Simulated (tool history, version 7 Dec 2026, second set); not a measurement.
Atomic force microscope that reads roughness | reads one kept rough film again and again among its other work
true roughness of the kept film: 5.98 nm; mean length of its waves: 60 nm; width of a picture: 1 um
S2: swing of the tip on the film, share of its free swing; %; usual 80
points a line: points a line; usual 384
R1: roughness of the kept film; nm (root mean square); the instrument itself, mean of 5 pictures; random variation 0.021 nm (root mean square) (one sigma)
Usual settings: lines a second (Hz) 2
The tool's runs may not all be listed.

Run 1, hour 0: usual settings. Result: R1 5.031 nm (root mean square).
Run 2, hour 46: usual settings but points a line 527. Result: R1 4.915 nm (root mean square).
Run 3, hour 72: usual settings but S2 66 %, points a line 527. Result: R1 5.114 nm (root mean square).
Run 4, hour 102.4: usual settings but S2 66 %, points a line 527. Result: R1 5.042 nm (root mean square).
Run 5, hour 134.1: usual settings but S2 66 %, points a line 527. Result: R1 4.967 nm (root mean square).
At hour 137.4: new tip fitted.
Run 6, hour 159.4: usual settings but S2 66 %, points a line 527. Result: R1 5.406 nm (root mean square).
Run 7, hour 179.6: usual settings but S2 66 %, points a line 527. Result: R1 5.328 nm (root mean square).
Run 8, hour 223.6: usual settings but S2 66 %, points a line 527. Result: R1 5.239 nm (root mean square).
Run 9, hour 268: usual settings but S2 66 %, points a line 527. Result: R1 5.114 nm (root mean square).
Run 10, hour 301.7: usual settings. Result: R1 4.718 nm (root mean square).
At hour 331.1: new tip fitted.
Run 11, hour 350: usual settings but lines a second (Hz) 0.92, points a line 298. Result: R1 5.403 nm (root mean square).
Run 12, hour 379: usual settings but lines a second (Hz) 0.92, points a line 298. Result: R1 5.338 nm (root mean square).
Run 13, hour 419.8: usual settings but points a line 469. Result: R1 4.934 nm (root mean square).
Run 14, hour 457.6: usual settings but lines a second (Hz) 1.19, S2 61 %, points a line 469. Result: R1 5.259 nm (root mean square).
Run 15, hour 503.2: usual settings but lines a second (Hz) 1.19, S2 61 %, points a line 469. Result: R1 5.158 nm (root mean square).
At hour 524: new tip fitted.
Run 16, hour 528.6: usual settings but S2 77 %. Result: R1 5.291 nm (root mean square).
Run 17, hour 566.3: usual settings but lines a second (Hz) 0.61, S2 70 %, points a line 503. Result: R1 5.55 nm (root mean square).
Run 18, hour 599.6: usual settings but lines a second (Hz) 0.55, S2 61 %, points a line 440. Result: R1 5.491 nm (root mean square).
Run 19, hour 636: usual settings but lines a second (Hz) 1.05. Result: R1 5.122 nm (root mean square).
Run 20, hour 673.3: usual settings but lines a second (Hz) 1.05. Result: R1 5.037 nm (root mean square).

Forecast each of these 3 alternatives for the next run:
Run A, hour 712.5: usual settings but lines a second (Hz) 0.86, points a line 492. Result: R1 ?.
Run B, hour 712.5: usual settings but lines a second (Hz) 2.69, S2 73 %, points a line 410. Result: R1 ?.
Run C, hour 712.5: usual settings but lines a second (Hz) 1.71, points a line 606. Result: R1 ?.

run     R1
  A  4.989
  B  4.717
  C  4.754
Without the tool's hidden state the same runs would have given:
run     R1
  A  5.518
  B  5.218
  C  5.259
